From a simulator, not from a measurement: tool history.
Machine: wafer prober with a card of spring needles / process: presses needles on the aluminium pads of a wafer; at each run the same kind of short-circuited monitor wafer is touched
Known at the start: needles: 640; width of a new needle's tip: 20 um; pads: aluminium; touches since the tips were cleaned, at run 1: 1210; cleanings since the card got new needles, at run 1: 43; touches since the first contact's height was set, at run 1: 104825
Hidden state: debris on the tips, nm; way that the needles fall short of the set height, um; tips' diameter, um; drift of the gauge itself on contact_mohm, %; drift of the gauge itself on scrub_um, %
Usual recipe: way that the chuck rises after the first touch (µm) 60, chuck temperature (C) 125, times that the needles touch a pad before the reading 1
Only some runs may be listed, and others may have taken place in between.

| run | hour | way that the chuck rises after the first touch (µm) | chuck temperature (C) | times that the needles touch a pad before the reading | touches since the tips were cleaned | cleanings since the card got new needles | touches since the first contact's height was set | resistance of one needle with its contact and lead (mohm) | way that a needle slides on the pad (µm) |
|---|---|---|---|---|---|---|---|---|---|
| 1 | 0.0 | 60 | 125 | 1 | 1210 | 43 | 104825 | 310 | 12.56 |
|  | 8.8 | tips cleaned on abrasive film |
| 2 | 12.6 | 60 | 125 | 1 | 1762 | 44 | 110713 | 317 | 12.60 |
|  | 19.1 | tips cleaned on abrasive film |
|  | 29.8 | tips cleaned on abrasive film |
| 3 | 30.3 | 60 | 125 | 1 | 230 | 46 | 118979 | 287 | 12.53 |
|  | 39.9 | tips cleaned on abrasive film |
| 4 | 47.6 | 60 | 125 | 1 | 3618 | 47 | 127105 | 356 | 12.55 |
|  | 50.2 | tips cleaned on abrasive film |
| 5 | 56.9 | 54 | 125 | 1 | 3159 | 48 | 131482 | 369 | 11.24 |
|  | 61.5 | tips cleaned on abrasive film |
|  | 69.7 | height of the first contact set anew |
| 6 | 71.4 | 60 | 125 | 1 | 4548 | 49 | 809 | 371 | 12.42 |
|  | 73.2 | tips cleaned on abrasive film |
|  | 83.7 | tips cleaned on abrasive film |
| 7 | 84.8 | 60 | 125 | 1 | 538 | 51 | 7058 | 297 | 12.40 |
|  | 93.6 | tips cleaned on abrasive film |
| 8 | 94.0 | 60 | 125 | 1 | 169 | 52 | 11348 | 281 | 12.39 |
|  | 97.8 | height of the first contact set anew, once more |
|  | 104.1 | tips cleaned on abrasive film |
| 9 | 108.7 | 60 | 46 | 1 | 2133 | 53 | 5082 | 309 | 12.83 |
|  | 114.7 | tips cleaned on abrasive film |
| 10 | 122.5 | 60 | 46 | 3 | 3689 | 54 | 11578 | 281 | 12.80 |
|  | 125.4 | tips cleaned on abrasive film |
| 11 | 130.7 | 47 | 125 | 1 | 2498 | 55 | 15411 | 362 | 10.04 |
|  | 135.9 | tips cleaned on abrasive film |
|  | 146.6 | tips cleaned on abrasive film |
| 12 | 149.6 | 47 | 125 | 1 | 1387 | 57 | 24219 | 347 | 10.00 |
|  | 156.7 | tips cleaned on abrasive film |
| 13 | 161.9 | 60 | 125 | 1 | 2421 | 58 | 29990 | 341 | 12.76 |
|  | 167.0 | tips cleaned on abrasive film |
| 14 | 170.9 | 60 | 125 | 1 | 1832 | 59 | 34217 | 327 | 12.70 |
|  | 177.3 | tips cleaned on abrasive film |
|  | 187.5 | tips cleaned on abrasive film |
| 15 | 188.1 | 60 | 66 | 1 | 260 | 61 | 42237 | 277 | 12.72 |
|  | 197.8 | tips cleaned on abrasive film |
| 16 | 198.3 | 60 | 66 | 1 | 240 | 62 | 47001 | 278 | 12.71 |
|  | 207.6 | tips cleaned on abrasive film |
| 17 | 208.2 | 60 | 26 | 3 | 251 | 63 | 51622 | 254 | 12.71 |
|  | 218.4 | tips cleaned on abrasive film |
| 18 | 219.9 | 60 | 26 | 3 | 731 | 64 | 57145 | 255 | 12.67 |
| 19 | 227.8 | 64 | 91 | 1 | 4449 | 64 | 60863 | 353 | 13.54 |
|  | 229.5 | tips cleaned on abrasive film |
|  | 240.0 | tips cleaned on abrasive film |
| 20 | 242.5 | 59 | 59 | 1 | 1167 | 66 | 67713 | 300 | 12.41 |
|  | 250.9 | tips cleaned on abrasive film |
| 21 | 255.4 | 47 | 62 | 1 | 2149 | 67 | 73777 | 360 | 9.89 |
|  | 261.1 | tips cleaned on abrasive film |
|  | 272.3 | tips cleaned on abrasive film |
| 22 | 274.1 | 47 | 114 | 1 | 851 | 69 | 82516 | 313 | 9.82 |
|  | 282.2 | tips cleaned on abrasive film |
| 23 | 290.4 | 47 | 114 | 1 | 3850 | 70 | 90133 | 423 | 9.84 |
|  | 292.8 | tips cleaned on abrasive film |
| 24 | 298.5 | 47 | 114 | 1 | 2716 | 71 | 93947 | 374 | 9.85 |
|  | 303.2 | tips cleaned on abrasive film |
|  | 313.2 | tips cleaned on abrasive film |
| 25 | 317.3 | 68 | 30 | 1 | 1973 | 73 | 102738 | 304 | 14.26 |

Predict each of these 3 candidate next runs independently; none follows another, all start after run 25:
|  | 323.5 | tips cleaned on abrasive film |
| A | 329.9 | 78 | 50 | 1 | 3012 | 74 | 108623 | ? | ? |
|  | 323.5 | tips cleaned on abrasive film |
| B | 329.9 | 45 | 61 | 3 | 3012 | 74 | 108623 | ? | ? |
|  | 323.5 | tips cleaned on abrasive film |
| C | 329.9 | 44 | 125 | 1 | 3012 | 74 | 108623 | ? | ? |

| run | resistance of one needle with its contact and lead (mohm) | way that a needle slides on the pad (µm) |
|---|---|---|
| A | 306 | 16.41 |
| B | 313 | 9.38 |
| C | 418 | 9.12 |
Stripped of hidden state, with their random variation kept, the same runs would have yielded:
| run | resistance of one needle with its contact and lead (mohm) | way that a needle slides on the pad (µm) |
|---|---|---|
| A | 246 | 16.67 |
| B | 257 | 9.63 |
| C | 274 | 9.37 |

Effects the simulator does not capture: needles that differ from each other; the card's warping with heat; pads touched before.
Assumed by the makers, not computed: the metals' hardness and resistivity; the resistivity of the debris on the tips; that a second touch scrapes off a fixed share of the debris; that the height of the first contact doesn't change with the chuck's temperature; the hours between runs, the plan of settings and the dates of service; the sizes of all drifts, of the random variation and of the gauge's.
